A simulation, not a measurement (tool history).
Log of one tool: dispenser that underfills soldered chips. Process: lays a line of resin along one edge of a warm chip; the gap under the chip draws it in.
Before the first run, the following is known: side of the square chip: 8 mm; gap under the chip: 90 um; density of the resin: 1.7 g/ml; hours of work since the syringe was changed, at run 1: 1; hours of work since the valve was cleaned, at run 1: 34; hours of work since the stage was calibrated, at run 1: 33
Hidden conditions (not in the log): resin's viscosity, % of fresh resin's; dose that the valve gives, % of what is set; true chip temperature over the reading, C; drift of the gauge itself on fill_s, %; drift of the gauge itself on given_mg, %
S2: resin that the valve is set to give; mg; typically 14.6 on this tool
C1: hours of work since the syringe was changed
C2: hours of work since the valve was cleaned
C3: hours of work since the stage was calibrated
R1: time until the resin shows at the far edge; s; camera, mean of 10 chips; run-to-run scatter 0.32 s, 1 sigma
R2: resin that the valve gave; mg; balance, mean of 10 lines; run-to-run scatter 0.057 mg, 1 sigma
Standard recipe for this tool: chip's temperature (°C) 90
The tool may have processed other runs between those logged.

run 1 hour=0.0 | chip's_temperature_(°C)=90 S2=14.6 | C1=1 C2=34 C3=33 | R1=12.9 R2=14.20
-- hour=8.4 new syringe of resin
run 2 hour=8.7 | chip's_temperature_(°C)=90 S2=13.1 | C1=0 C2=40 C3=38 | R1=11.9 R2=12.69
run 3 hour=13.0 | chip's_temperature_(°C)=90 S2=13.1 | C1=3 C2=43 C3=41 | R1=13.9 R2=12.75
-- hour=17.9 new syringe of resin
run 4 hour=18.6 | chip's_temperature_(°C)=90 S2=14.2 | C1=1 C2=47 C3=45 | R1=11.7 R2=13.59
run 5 hour=24.4 | chip's_temperature_(°C)=90 S2=14.6 | C1=5 C2=51 C3=49 | R1=15.4 R2=13.87
-- hour=27.4 new syringe of resin
run 6 hour=30.3 | chip's_temperature_(°C)=90 S2=13.5 | C1=2 C2=55 C3=53 | R1=13.8 R2=12.87
run 7 hour=35.9 | chip's_temperature_(°C)=90 S2=13.5 | C1=6 C2=58 C3=57 | R1=17.2 R2=12.84
-- hour=36.8 new syringe of resin
run 8 hour=40.8 | chip's_temperature_(°C)=90 S2=13.5 | C1=3 C2=62 C3=60 | R1=13.5 R2=12.84
run 9 hour=45.9 | chip's_temperature_(°C)=78 S2=18.1 | C1=6 C2=65 C3=64 | R1=31.0 R2=17.15
-- hour=46.8 new syringe of resin
run 10 hour=50.6 | chip's_temperature_(°C)=104 S2=12.4 | C1=3 C2=68 C3=67 | R1=7.9 R2=11.70
-- hour=56.2 new syringe of resin
run 11 hour=57.3 | chip's_temperature_(°C)=104 S2=12.4 | C1=1 C2=73 C3=71 | R1=5.9 R2=11.63

Run 12 comes next. What will it give?
run 12 hour=61.2 | chip's_temperature_(°C)=104 S2=12.4 | C1=3 C2=75 C3=74 | R1=? R2=?

R1: 7.6 s
R2: 11.62 mg
On a tool with no hidden condition, and with the same random variation, this run would have come out at R1 6.1 s, R2 12.41 mg.
